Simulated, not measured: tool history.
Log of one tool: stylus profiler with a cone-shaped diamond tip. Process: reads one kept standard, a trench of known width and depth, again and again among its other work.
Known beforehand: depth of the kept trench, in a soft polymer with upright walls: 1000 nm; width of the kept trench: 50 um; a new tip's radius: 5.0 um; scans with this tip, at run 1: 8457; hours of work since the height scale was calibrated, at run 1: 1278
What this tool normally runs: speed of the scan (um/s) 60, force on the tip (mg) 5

run,day,speed of the scan (um/s),force on the tip (mg),scans with this tip,hours of work since the height scale was calibrated,depth of the trench (angstrom),width of the trench's floor (µm)
1,0,60,5,8457,1278,10269.4,43.78
2,2.717,60,5,8730,1319,10274,43.87
3,7.762,60,5,9236,1395,10270.4,43.84
4,11.629,60,5,9624,1454,10270.4,43.81
5,16.638,226,5,10126,1530,10272,43.35
6,19.162,32,5,10379,1568,10271,43.87
7,22.925,60,4.29,10757,1625,10245,43.81
8,28.212,60,4.29,11287,1705,10246.1,43.87
9,32.317,60,5,11699,1768,10272.2,43.82
10,35.304,60,5,11998,1813,10270.3,43.81
# day 36.967: height scale calibrated on a step standard
11,39.829,60,5,12450,43,10274.3,43.83
12,43.725,60,5,12841,102,10266.8,43.81
13,47.679,60,5,13237,162,10273.8,43.85
14,51.029,60,4.16,13574,213,10241.8,43.79
15,54.929,60,5,13965,272,10273.7,43.83
16,58.175,39,3.38,14290,321,10209.9,43.88
17,62.812,89,1.96,14755,392,10144.3,43.58
18,67.508,136,5,15226,463,10273.3,43.61
19,71.558,136,5,15633,524,10269.6,43.62
20,76.496,18,3.37,16128,599,10208.4,43.91
21,81.2,65,6.51,16600,670,10326.4,43.85
22,85.05,23,2.06,16986,729,10148,43.89
23,87.875,162,5.89,17269,772,10304.5,43.57
24,90.35,172,9.31,17518,809,10411.5,43.64
25,94.512,164,2.21,17935,872,10156.7,43.27
26,97.367,74,13.96,18221,915,10542,43.85
27,102.825,33,5.28,18769,998,10280.1,43.97
28,107.842,41,13.15,19272,1074,10518.6,43.92
29,112.946,60,2.71,19784,1152,10178.5,43.73

3 ways to go on from here, each from the tool as it stands after run 29. What would each give?
A,115.975,16,4.87,20088,1198,?,?
B,115.975,60,3.04,20088,1198,?,?
C,115.975,60,5.04,20088,1198,?,?

run,depth of the trench (angstrom),width of the trench's floor (µm)
A,10268.6,43.92
B,10194.5,43.72
C,10274.1,43.8
With no hidden state in the tool, these same runs would have given:
run,depth of the trench (angstrom),width of the trench's floor (µm)
A,10268.4,43.94
B,10194.4,43.74
C,10274,43.82

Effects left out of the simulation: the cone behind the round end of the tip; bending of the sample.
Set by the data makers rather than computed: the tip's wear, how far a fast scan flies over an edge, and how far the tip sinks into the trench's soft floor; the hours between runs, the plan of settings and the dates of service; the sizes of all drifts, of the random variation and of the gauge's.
